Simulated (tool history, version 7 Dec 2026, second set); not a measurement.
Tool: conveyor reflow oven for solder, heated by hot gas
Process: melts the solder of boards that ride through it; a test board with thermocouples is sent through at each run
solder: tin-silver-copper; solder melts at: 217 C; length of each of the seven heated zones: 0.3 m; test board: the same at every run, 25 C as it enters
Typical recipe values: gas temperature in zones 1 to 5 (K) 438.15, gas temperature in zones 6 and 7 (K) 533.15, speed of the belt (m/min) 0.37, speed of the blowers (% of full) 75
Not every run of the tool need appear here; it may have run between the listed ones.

| run | hour | gas temperature in zones 1 to 5 (K) | gas temperature in zones 6 and 7 (K) | speed of the belt (m/min) | speed of the blowers (% of full) | highest temperature of the board (K) | time above the solder's melting point (s) |
|---|---|---|---|---|---|---|---|
| 1 | 0 | 438.15 | 533.15 | 0.37 | 75 | 523.05 | 69.7 |
| 2 | 7.3 | 438.15 | 533.15 | 0.37 | 75 | 523.65 | 69.9 |
| 3 | 19.1 | 438.15 | 533.15 | 0.37 | 75 | 523.45 | 69.4 |
| 4 | 28 | 438.15 | 533.15 | 0.37 | 75 | 523.05 | 70.4 |
| 5 | 38.5 | 438.15 | 533.15 | 0.37 | 75 | 523.55 | 69.7 |
| 6 | 46.1 | 438.15 | 533.15 | 0.37 | 70 | 522.25 | 68.7 |
| 7 | 52.8 | 438.15 | 533.15 | 0.37 | 70 | 522.95 | 68.9 |
| 8 | 63.4 | 438.15 | 533.15 | 0.37 | 70 | 522.55 | 69.1 |
| 9 | 71.3 | 438.15 | 533.15 | 0.37 | 70 | 522.25 | 68.4 |
| 10 | 82.7 | 438.15 | 533.15 | 0.37 | 75 | 523.25 | 69.6 |
| 11 | 88.5 | 438.15 | 533.15 | 0.37 | 75 | 523.45 | 69.4 |
| 12 | 95.6 | 424.15 | 533.15 | 0.37 | 75 | 520.75 | 63.6 |
| 13 | 104.5 | 428.15 | 533.15 | 0.37 | 75 | 522.15 | 64.3 |
| 14 | 114.9 | 438.15 | 533.15 | 0.37 | 75 | 523.45 | 69.6 |
| 15 | 125.4 | 438.15 | 533.15 | 0.37 | 75 | 523.35 | 69.6 |
| 16 | 137.1 | 439.15 | 533.15 | 0.37 | 75 | 522.85 | 70 |
| 17 | 147.4 | 438.15 | 533.15 | 0.37 | 62 | 521.75 | 67.2 |
| 18 | 155.3 | 438.15 | 533.15 | 0.37 | 58 | 521.05 | 65.8 |
|  | 160.1 | belt drive overhauled, speed set with a stopwatch |
| 19 | 169.3 | 438.15 | 533.15 | 0.37 | 82 | 523.65 | 70.8 |
| 20 | 177.3 | 438.15 | 533.15 | 0.37 | 82 | 523.65 | 70.9 |
|  | 189.3 | belt drive overhauled, speed set with a stopwatch, once more |
| 21 | 190.6 | 442.15 | 533.15 | 0.417 | 75 | 520.25 | 58.9 |
| 22 | 196.8 | 442.15 | 533.15 | 0.417 | 75 | 519.95 | 59.5 |
| 23 | 207.4 | 438.15 | 522.15 | 0.37 | 65 | 511.25 | 55.9 |
| 24 | 219.1 | 428.15 | 533.15 | 0.339 | 75 | 523.35 | 73.6 |
| 25 | 224.4 | 438.15 | 533.15 | 0.395 | 75 | 520.95 | 61.6 |
| 26 | 231.1 | 438.15 | 533.15 | 0.38 | 90 | 523.35 | 68 |
| 27 | 239.3 | 442.15 | 533.15 | 0.368 | 68 | 522.65 | 70.6 |
| 28 | 251.5 | 442.15 | 533.15 | 0.368 | 68 | 522.15 | 70.6 |
| 29 | 257.3 | 440.15 | 530.15 | 0.439 | 80 | 515.55 | 50 |
| 30 | 267.2 | 440.15 | 530.15 | 0.439 | 80 | 515.75 | 51.1 |

Difference, measured minus no-hidden-state, one row per run. Run-to-run variation is common to both terms; the gauge's own scatter need not be:
Hidden state present: heat that the gas passes to the board, % of a clean oven's; belt's true speed, % of the reading; true gas temperature in zones 6 and 7 over the reading, C; drift of the gauge itself on peak_c, C; drift of the gauge itself on liquid_s, %.
| run | highest temperature of the board (K) | time above the solder's melting point (s) |
|---|---|---|
| 1 | -0.1 | -0.6 |
| 2 | -0.2 | -0.6 |
| 3 | -0.2 | -0.6 |
| 4 | -0.2 | -0.6 |
| 5 | -0.3 | -0.7 |
| 6 | -0.2 | -0.7 |
| 7 | -0.3 | -0.7 |
| 8 | -0.3 | -0.8 |
| 9 | -0.3 | -0.8 |
| 10 | -0.3 | -0.9 |
| 11 | -0.3 | -0.9 |
| 12 | -0.6 | -1.2 |
| 13 | -0.6 | -1.1 |
| 14 | -0.4 | -0.9 |
| 15 | -0.4 | -0.9 |
| 16 | -0.5 | -0.9 |
| 17 | -0.4 | -0.9 |
| 18 | -0.4 | -0.9 |
| 19 | -0.5 | -0.9 |
| 20 | -0.5 | -0.9 |
| 21 | -1 | -1.8 |
| 22 | -1 | -1.8 |
| 23 | -0.6 | -2.1 |
| 24 | -0.7 | -1.9 |
| 25 | -1 | -1.9 |
| 26 | -0.9 | -1.9 |
| 27 | -0.7 | -1.6 |
| 28 | -0.7 | -1.7 |
| 29 | -1.3 | -2.5 |
| 30 | -1.4 | -2.5 |

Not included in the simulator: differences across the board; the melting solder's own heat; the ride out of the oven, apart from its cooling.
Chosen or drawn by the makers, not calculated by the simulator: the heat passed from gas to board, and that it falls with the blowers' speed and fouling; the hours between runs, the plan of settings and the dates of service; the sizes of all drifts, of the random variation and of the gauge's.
